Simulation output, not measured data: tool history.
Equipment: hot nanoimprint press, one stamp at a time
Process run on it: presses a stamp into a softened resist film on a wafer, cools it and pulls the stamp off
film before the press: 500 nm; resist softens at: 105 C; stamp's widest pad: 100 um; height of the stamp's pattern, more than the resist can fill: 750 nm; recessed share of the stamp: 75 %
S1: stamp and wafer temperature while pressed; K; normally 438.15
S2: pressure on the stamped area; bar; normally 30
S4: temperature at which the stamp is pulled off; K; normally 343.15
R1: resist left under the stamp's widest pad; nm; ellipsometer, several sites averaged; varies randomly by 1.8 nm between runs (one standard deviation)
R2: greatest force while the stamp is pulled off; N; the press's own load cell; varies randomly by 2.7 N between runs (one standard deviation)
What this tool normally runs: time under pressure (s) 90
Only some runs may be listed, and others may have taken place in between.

{"run": 1, "day": 0.0, "S1": 438.15, "S2": 30, "time under pressure (s)": 90, "S4": 343.15, "R1": 279.6, "R2": 126}
{"run": 2, "day": 2.033, "S1": 438.15, "S2": 30, "time under pressure (s)": 90, "S4": 349.15, "R1": 281.3, "R2": 105}
{"run": 3, "day": 3.546, "S1": 438.15, "S2": 30, "time under pressure (s)": 90, "S4": 349.15, "R1": 283.7, "R2": 108}
{"day": 4.158, "done": "stamp cleaned and given a new release coat"}
{"run": 4, "day": 5.825, "S1": 428.15, "S2": 30, "time under pressure (s)": 90, "S4": 349.15, "R1": 386.7, "R2": 108}
{"run": 5, "day": 7.8, "S1": 438.15, "S2": 30, "time under pressure (s)": 90, "S4": 343.15, "R1": 285.3, "R2": 124}
{"run": 6, "day": 9.321, "S1": 427.15, "S2": 30, "time under pressure (s)": 90, "S4": 343.15, "R1": 397.9, "R2": 125}
{"day": 9.896, "done": "press's hydraulic seals changed and the load cell set to zero"}
{"run": 7, "day": 12.562, "S1": 427.15, "S2": 30, "time under pressure (s)": 90, "S4": 343.15, "R1": 394.6, "R2": 124}
{"run": 8, "day": 14.158, "S1": 427.15, "S2": 30, "time under pressure (s)": 48, "S4": 343.15, "R1": 433.5, "R2": 124}
{"day": 15.746, "done": "plate thermocouple calibrated"}
{"run": 9, "day": 17.038, "S1": 445.15, "S2": 35.7, "time under pressure (s)": 46, "S4": 351.15, "R1": 251.8, "R2": 97}
{"run": 10, "day": 19.638, "S1": 437.15, "S2": 35.7, "time under pressure (s)": 45, "S4": 336.15, "R1": 326.1, "R2": 156}
{"day": 22.792, "done": "stamp cleaned and given a new release coat"}
{"run": 11, "day": 23.042, "S1": 437.15, "S2": 35.7, "time under pressure (s)": 45, "S4": 336.15, "R1": 328.3, "R2": 146}
{"run": 12, "day": 26.221, "S1": 437.15, "S2": 35.7, "time under pressure (s)": 45, "S4": 336.15, "R1": 327.9, "R2": 151}
{"run": 13, "day": 28.688, "S1": 438.15, "S2": 44.8, "time under pressure (s)": 90, "S4": 335.15, "R1": 229.1, "R2": 154}

Each row is a separate what-if for the run after 13, all from the same tool condition, not one after another. Results?
{"day": 31.079, "done": "plate thermocouple calibrated"}
{"run": "A", "day": 32.179, "S1": 437.15, "S2": 44.8, "time under pressure (s)": 90, "S4": 347.15, "R1": "?", "R2": "?"}
{"day": 31.079, "done": "plate thermocouple calibrated"}
{"run": "B", "day": 32.179, "S1": 438.15, "S2": 30, "time under pressure (s)": 45, "S4": 343.15, "R1": "?", "R2": "?"}
{"day": 31.079, "done": "plate thermocouple calibrated"}
{"run": "C", "day": 32.179, "S1": 430.15, "S2": 27.1, "time under pressure (s)": 90, "S4": 337.15, "R1": "?", "R2": "?"}
{"day": 31.079, "done": "plate thermocouple calibrated"}
{"run": "D", "day": 32.179, "S1": 438.15, "S2": 19.8, "time under pressure (s)": 90, "S4": 343.15, "R1": "?", "R2": "?"}
{"day": 31.079, "done": "plate thermocouple calibrated"}
{"run": "E", "day": 32.179, "S1": 438.15, "S2": 22.7, "time under pressure (s)": 63, "S4": 339.15, "R1": "?", "R2": "?"}

run=A R1=238.9 R2=112
run=B R1=341.9 R2=127
run=C R1=376.5 R2=143
run=D R1=341.8 R2=125
run=E R1=348.8 R2=145
The same runs, with their run-to-run variation unchanged, on a tool lacking any hidden condition would have given:
run=A R1=238.9 R2=112
run=B R1=341.9 R2=127
run=C R1=376.5 R2=143
run=D R1=341.8 R2=125
run=E R1=348.8 R2=144
